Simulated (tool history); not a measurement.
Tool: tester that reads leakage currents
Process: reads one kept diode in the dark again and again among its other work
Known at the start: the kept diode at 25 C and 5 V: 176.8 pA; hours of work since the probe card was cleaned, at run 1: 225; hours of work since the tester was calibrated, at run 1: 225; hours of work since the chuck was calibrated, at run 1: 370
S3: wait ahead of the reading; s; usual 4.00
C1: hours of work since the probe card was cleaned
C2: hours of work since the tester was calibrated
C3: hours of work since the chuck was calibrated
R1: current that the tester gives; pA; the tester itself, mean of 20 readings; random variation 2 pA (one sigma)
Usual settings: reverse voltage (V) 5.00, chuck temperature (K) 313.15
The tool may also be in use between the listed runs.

{"run": 1, "day": 0.0, "reverse voltage (V)": 5.0, "chuck temperature (K)": 313.15, "S3": 4.0, "C1": 225, "C2": 225, "C3": 370, "R1": 674.06}
{"run": 2, "day": 2.546, "reverse voltage (V)": 5.0, "chuck temperature (K)": 313.15, "S3": 4.0, "C1": 265, "C2": 265, "C3": 409, "R1": 678.17}
{"run": 3, "day": 7.042, "reverse voltage (V)": 5.0, "chuck temperature (K)": 313.15, "S3": 4.09, "C1": 334, "C2": 334, "C3": 479, "R1": 675.4}
{"run": 4, "day": 10.308, "reverse voltage (V)": 5.0, "chuck temperature (K)": 313.15, "S3": 4.09, "C1": 385, "C2": 385, "C3": 529, "R1": 675.19}
{"run": 5, "day": 15.333, "reverse voltage (V)": 5.0, "chuck temperature (K)": 313.15, "S3": 4.0, "C1": 463, "C2": 463, "C3": 607, "R1": 675.1}
{"run": 6, "day": 18.317, "reverse voltage (V)": 5.0, "chuck temperature (K)": 313.15, "S3": 0.45, "C1": 509, "C2": 509, "C3": 653, "R1": 680.32}
{"run": 7, "day": 20.754, "reverse voltage (V)": 5.0, "chuck temperature (K)": 313.15, "S3": 0.45, "C1": 547, "C2": 547, "C3": 691, "R1": 680.26}
{"run": 8, "day": 23.183, "reverse voltage (V)": 5.0, "chuck temperature (K)": 297.15, "S3": 4.0, "C1": 584, "C2": 584, "C3": 729, "R1": 161.05}
{"run": 9, "day": 25.904, "reverse voltage (V)": 5.0, "chuck temperature (K)": 297.15, "S3": 1.2, "C1": 626, "C2": 626, "C3": 771, "R1": 161.86}
{"run": 10, "day": 29.183, "reverse voltage (V)": 5.0, "chuck temperature (K)": 297.15, "S3": 1.2, "C1": 677, "C2": 677, "C3": 821, "R1": 162.97}
{"run": 11, "day": 31.604, "reverse voltage (V)": 5.0, "chuck temperature (K)": 297.15, "S3": 1.2, "C1": 714, "C2": 714, "C3": 859, "R1": 162.73}
{"run": 12, "day": 34.021, "reverse voltage (V)": 5.0, "chuck temperature (K)": 313.15, "S3": 0.33, "C1": 752, "C2": 752, "C3": 896, "R1": 679.51}
{"run": 13, "day": 36.729, "reverse voltage (V)": 5.0, "chuck temperature (K)": 313.15, "S3": 0.33, "C1": 794, "C2": 794, "C3": 938, "R1": 677.36}
{"day": 41.412, "done": "chuck's temperature calibrated"}
{"run": 14, "day": 41.708, "reverse voltage (V)": 5.0, "chuck temperature (K)": 313.15, "S3": 0.33, "C1": 869, "C2": 869, "C3": 5, "R1": 680.01}
{"run": 15, "day": 46.283, "reverse voltage (V)": 5.0, "chuck temperature (K)": 313.15, "S3": 0.33, "C1": 940, "C2": 940, "C3": 75, "R1": 682.0}
{"run": 16, "day": 49.617, "reverse voltage (V)": 5.0, "chuck temperature (K)": 313.15, "S3": 0.33, "C1": 992, "C2": 992, "C3": 127, "R1": 679.15}
{"run": 17, "day": 52.7, "reverse voltage (V)": 5.0, "chuck temperature (K)": 313.15, "S3": 0.33, "C1": 1040, "C2": 1040, "C3": 175, "R1": 680.39}
{"run": 18, "day": 56.833, "reverse voltage (V)": 5.0, "chuck temperature (K)": 313.15, "S3": 0.33, "C1": 1103, "C2": 1103, "C3": 239, "R1": 678.94}
{"run": 19, "day": 60.146, "reverse voltage (V)": 5.0, "chuck temperature (K)": 313.15, "S3": 4.39, "C1": 1155, "C2": 1155, "C3": 290, "R1": 676.65}
{"run": 20, "day": 65.017, "reverse voltage (V)": 5.0, "chuck temperature (K)": 313.15, "S3": 4.39, "C1": 1230, "C2": 1230, "C3": 365, "R1": 679.48}
{"run": 21, "day": 70.888, "reverse voltage (V)": 4.27, "chuck temperature (K)": 328.15, "S3": 4.0, "C1": 1321, "C2": 1321, "C3": 456, "R1": 2114.83}

The next listed run, before its measurement:
{"run": 22, "day": 75.971, "reverse voltage (V)": 4.27, "chuck temperature (K)": 328.15, "S3": 4.0, "C1": 1400, "C2": 1400, "C3": 535, "R1": "?"}

{"run 22": {"R1": 2127.21}}
Without the tool's hidden state the same run would have given R1 2126.26 pA.
